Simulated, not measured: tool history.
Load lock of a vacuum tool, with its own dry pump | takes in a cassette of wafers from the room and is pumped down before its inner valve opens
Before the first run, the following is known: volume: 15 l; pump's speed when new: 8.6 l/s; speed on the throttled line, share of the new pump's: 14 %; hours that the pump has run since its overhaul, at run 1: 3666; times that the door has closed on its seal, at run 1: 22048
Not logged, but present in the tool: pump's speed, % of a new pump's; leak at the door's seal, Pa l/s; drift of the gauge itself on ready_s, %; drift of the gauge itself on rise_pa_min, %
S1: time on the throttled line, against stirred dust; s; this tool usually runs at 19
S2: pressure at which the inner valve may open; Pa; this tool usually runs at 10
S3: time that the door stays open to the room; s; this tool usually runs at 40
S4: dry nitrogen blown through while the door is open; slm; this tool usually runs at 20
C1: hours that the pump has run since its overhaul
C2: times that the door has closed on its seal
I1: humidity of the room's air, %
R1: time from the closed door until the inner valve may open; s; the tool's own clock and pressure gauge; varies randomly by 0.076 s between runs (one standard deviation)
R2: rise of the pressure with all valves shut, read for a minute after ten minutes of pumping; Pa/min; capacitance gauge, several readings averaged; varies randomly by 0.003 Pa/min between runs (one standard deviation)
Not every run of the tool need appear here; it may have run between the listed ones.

{"run": 1, "hour": 0.0, "S1": 19, "S2": 10, "S3": 40, "S4": 20, "C1": 3666, "C2": 22048, "I1": 44.5, "R1": 33.04, "R2": 0.344}
{"run": 2, "hour": 505.5, "S1": 19, "S2": 10, "S3": 40, "S4": 20, "C1": 4171, "C2": 24420, "I1": 45.5, "R1": 33.1, "R2": 0.383}
{"run": 3, "hour": 920.6, "S1": 19, "S2": 10, "S3": 40, "S4": 20, "C1": 4586, "C2": 26367, "I1": 47.5, "R1": 33.18, "R2": 0.429}
{"run": 4, "hour": 1344.7, "S1": 19, "S2": 10, "S3": 40, "S4": 20, "C1": 5010, "C2": 28357, "I1": 46.3, "R1": 33.18, "R2": 0.456}
{"run": 5, "hour": 1953.6, "S1": 19, "S2": 10, "S3": 40, "S4": 20, "C1": 5619, "C2": 31214, "I1": 45.8, "R1": 33.23, "R2": 0.535}
{"run": 6, "hour": 2249.4, "S1": 19, "S2": 10, "S3": 40, "S4": 20, "C1": 5915, "C2": 32601, "I1": 45.6, "R1": 33.22, "R2": 0.569}
{"hour": 2397.6, "done": "door's seal changed, seat wiped"}
{"run": 7, "hour": 2646.7, "S1": 19, "S2": 10, "S3": 40, "S4": 20, "C1": 6311, "C2": 1169, "I1": 44.6, "R1": 33.33, "R2": 0.031}
{"run": 8, "hour": 3130.8, "S1": 19, "S2": 10, "S3": 40, "S4": 20, "C1": 6795, "C2": 3440, "I1": 43.5, "R1": 33.43, "R2": 0.046}
{"run": 9, "hour": 3480.5, "S1": 19, "S2": 10, "S3": 40, "S4": 20, "C1": 7145, "C2": 5080, "I1": 41.4, "R1": 33.45, "R2": 0.065}
{"run": 10, "hour": 3826.2, "S1": 19, "S2": 10, "S3": 40, "S4": 20, "C1": 7490, "C2": 6702, "I1": 44.8, "R1": 33.49, "R2": 0.078}
{"run": 11, "hour": 4398.9, "S1": 19, "S2": 10, "S3": 40, "S4": 17, "C1": 8063, "C2": 9390, "I1": 45.1, "R1": 33.71, "R2": 0.1}
{"run": 12, "hour": 4702.6, "S1": 19, "S2": 10, "S3": 40, "S4": 17, "C1": 8367, "C2": 10814, "I1": 47.1, "R1": 33.76, "R2": 0.121}
{"run": 13, "hour": 5065.7, "S1": 19, "S2": 20, "S3": 36, "S4": 17, "C1": 8730, "C2": 12518, "I1": 44.3, "R1": 32.41, "R2": 0.131}
{"run": 14, "hour": 5518.0, "S1": 19, "S2": 20, "S3": 36, "S4": 17, "C1": 9182, "C2": 14640, "I1": 41.6, "R1": 32.43, "R2": 0.148}
{"run": 15, "hour": 6182.0, "S1": 19, "S2": 20, "S3": 36, "S4": 17, "C1": 9846, "C2": 17755, "I1": 42.9, "R1": 32.53, "R2": 0.196}
{"run": 16, "hour": 6528.2, "S1": 19, "S2": 20, "S3": 36, "S4": 17, "C1": 10192, "C2": 19380, "I1": 40.9, "R1": 32.47, "R2": 0.225}
{"hour": 7210.3, "done": "dry pump taken out, an overhauled one fitted"}
{"run": 17, "hour": 7239.9, "S1": 27, "S2": 20, "S3": 109, "S4": 17, "C1": 30, "C2": 22690, "I1": 48.7, "R1": 38.05, "R2": 0.319}
{"run": 18, "hour": 7923.2, "S1": 19, "S2": 18, "S3": 156, "S4": 23, "C1": 713, "C2": 25896, "I1": 46.4, "R1": 31.46, "R2": 0.391}

Below are 5 alternative next runs, each starting from the tool's condition after run 18. Predict each:
{"run": "A", "hour": 8433.9, "S1": 14, "S2": 7, "S3": 40, "S4": 20, "C1": 1224, "C2": 28292, "I1": 47.7, "R1": "?", "R2": "?"}
{"run": "B", "hour": 8433.9, "S1": 19, "S2": 18, "S3": 54, "S4": 32, "C1": 1224, "C2": 28292, "I1": 44.4, "R1": "?", "R2": "?"}
{"run": "C", "hour": 8433.9, "S1": 19, "S2": 19, "S3": 40, "S4": 14, "C1": 1224, "C2": 28292, "I1": 49.5, "R1": "?", "R2": "?"}
{"run": "D", "hour": 8433.9, "S1": 14, "S2": 10, "S3": 237, "S4": 6, "C1": 1224, "C2": 28292, "I1": 42.4, "R1": "?", "R2": "?"}
{"run": "E", "hour": 8433.9, "S1": 15, "S2": 12, "S3": 57, "S4": 23, "C1": 1224, "C2": 28292, "I1": 44.6, "R1": "?", "R2": "?"}

run=A R1=29.03 R2=0.396
run=B R1=31.44 R2=0.391
run=C R1=31.34 R2=0.397
run=D R1=28.38 R2=0.513
run=E R1=28.83 R2=0.404
What these runs would have given with no unlogged condition in the tool:
run=A R1=28.87 R2=0.032
run=B R1=31.31 R2=0.033
run=C R1=31.21 R2=0.041
run=D R1=28.23 R2=0.154
run=E R1=28.69 R2=0.042
